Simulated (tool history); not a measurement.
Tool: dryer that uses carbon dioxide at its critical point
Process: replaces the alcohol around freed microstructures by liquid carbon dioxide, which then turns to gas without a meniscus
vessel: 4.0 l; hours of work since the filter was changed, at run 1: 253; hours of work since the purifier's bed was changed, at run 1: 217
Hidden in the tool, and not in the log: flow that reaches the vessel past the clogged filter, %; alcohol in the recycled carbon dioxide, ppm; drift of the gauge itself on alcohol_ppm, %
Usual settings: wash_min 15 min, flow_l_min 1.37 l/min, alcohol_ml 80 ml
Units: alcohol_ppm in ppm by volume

| run | hour | wash_min | flow_l_min | alcohol_ml | hours of work since the filter was changed | hours of work since the purifier's bed was changed | alcohol_ppm |
|---|---|---|---|---|---|---|---|
| 1 | 0.0 | 15 | 1.37 | 80 | 253 | 217 | 546 |
| 2 | 49.8 | 15 | 1.37 | 80 | 282 | 246 | 572 |
| 3 | 88.8 | 15 | 1.37 | 80 | 305 | 269 | 610 |
| 4 | 146.8 | 15 | 1.37 | 80 | 340 | 303 | 633 |
| 5 | 200.1 | 15 | 1.37 | 80 | 371 | 335 | 647 |
| 6 | 231.1 | 15 | 1.37 | 80 | 389 | 353 | 667 |
|  | 254.4 | inlet filter changed |
| 7 | 264.3 | 15 | 1.37 | 80 | 6 | 372 | 467 |
| 8 | 313.6 | 15 | 1.37 | 80 | 35 | 401 | 521 |
| 9 | 350.8 | 15 | 1.37 | 80 | 57 | 423 | 515 |
| 10 | 381.7 | 15 | 1.37 | 80 | 75 | 441 | 526 |
| 11 | 411.5 | 15 | 1.37 | 80 | 93 | 459 | 536 |
| 12 | 443.2 | 15 | 1.37 | 80 | 111 | 478 | 550 |
| 13 | 501.2 | 15 | 1.37 | 80 | 146 | 512 | 551 |
| 14 | 541.4 | 15 | 1.37 | 80 | 169 | 535 | 596 |
| 15 | 587.0 | 15 | 1.37 | 80 | 196 | 562 | 587 |
| 16 | 620.7 | 15 | 1.37 | 80 | 216 | 582 | 621 |
| 17 | 668.9 | 15 | 1.37 | 80 | 245 | 611 | 643 |
| 18 | 726.2 | 15 | 1.37 | 80 | 278 | 644 | 658 |
| 19 | 753.5 | 15 | 1.37 | 80 | 295 | 661 | 668 |
| 20 | 799.8 | 15 | 1.60 | 80 | 322 | 688 | 443 |
| 21 | 852.3 | 15 | 1.37 | 80 | 353 | 719 | 732 |
| 22 | 885.9 | 15 | 1.37 | 80 | 373 | 739 | 732 |
| 23 | 914.1 | 15 | 1.37 | 80 | 389 | 755 | 738 |
|  | 937.4 | inlet filter changed |
| 24 | 943.3 | 15 | 1.37 | 80 | 4 | 772 | 581 |
| 25 | 995.1 | 15 | 1.37 | 80 | 34 | 803 | 590 |
| 26 | 1026.2 | 18 | 1.49 | 22 | 52 | 821 | 228 |
| 27 | 1066.3 | 21 | 1.37 | 23 | 76 | 845 | 230 |
| 28 | 1124.6 | 12 | 1.28 | 28 | 110 | 879 | 619 |
| 29 | 1164.6 | 12 | 1.28 | 28 | 134 | 903 | 623 |
| 30 | 1219.9 | 12 | 1.28 | 63 | 167 | 935 | 1170 |
| 31 | 1279.5 | 23 | 1.37 | 47 | 202 | 970 | 294 |
| 32 | 1339.9 | 13 | 1.37 | 23 | 238 | 1006 | 471 |
| 33 | 1368.8 | 13 | 1.37 | 23 | 255 | 1023 | 501 |
| 34 | 1406.8 | 13 | 1.37 | 23 | 277 | 1045 | 508 |
| 35 | 1455.4 | 11 | 1.37 | 44 | 306 | 1074 | 991 |
| 36 | 1509.2 | 11 | 1.95 | 44 | 337 | 1106 | 534 |
| 37 | 1565.4 | 20 | 1.37 | 80 | 371 | 1139 | 452 |
|  | 1621.0 | inlet filter changed |
| 38 | 1627.3 | 19 | 1.37 | 92 | 4 | 1175 | 449 |
| 39 | 1682.4 | 19 | 1.37 | 92 | 36 | 1208 | 458 |
| 40 | 1719.6 | 19 | 1.37 | 92 | 58 | 1229 | 467 |
|  | 1727.7 | purifier's bed changed |
| 41 | 1772.4 | 19 | 0.93 | 92 | 88 | 26 | 859 |
| 42 | 1825.6 | 18 | 1.62 | 92 | 119 | 58 | 117 |
| 43 | 1890.3 | 11 | 2.19 | 22 | 157 | 96 | 90 |
| 44 | 1941.8 | 11 | 2.19 | 22 | 188 | 126 | 96 |
| 45 | 1973.9 | 19 | 2.19 | 59 | 206 | 145 | 49 |
| 46 | 2005.2 | 9 | 1.68 | 37 | 225 | 164 | 631 |
| 47 | 2062.7 | 9 | 1.68 | 55 | 259 | 198 | 955 |

Forecast each of these 4 alternatives for the next run:
| A | 2104.1 | 9 | 1.49 | 50 | 283 | 222 | ? |
| B | 2104.1 | 9 | 2.27 | 24 | 283 | 222 | ? |
| C | 2104.1 | 9 | 0.83 | 112 | 283 | 222 | ? |
| D | 2104.1 | 9 | 1.68 | 34 | 283 | 222 | ? |

| run | alcohol_ppm |
|---|---|
| A | 1202 |
| B | 197 |
| C | 7504 |
| D | 623 |
Without the tool's hidden state the same runs would have given:
| run | alcohol_ppm |
|---|---|
| A | 952 |
| B | 109 |
| C | 6715 |
| D | 462 |

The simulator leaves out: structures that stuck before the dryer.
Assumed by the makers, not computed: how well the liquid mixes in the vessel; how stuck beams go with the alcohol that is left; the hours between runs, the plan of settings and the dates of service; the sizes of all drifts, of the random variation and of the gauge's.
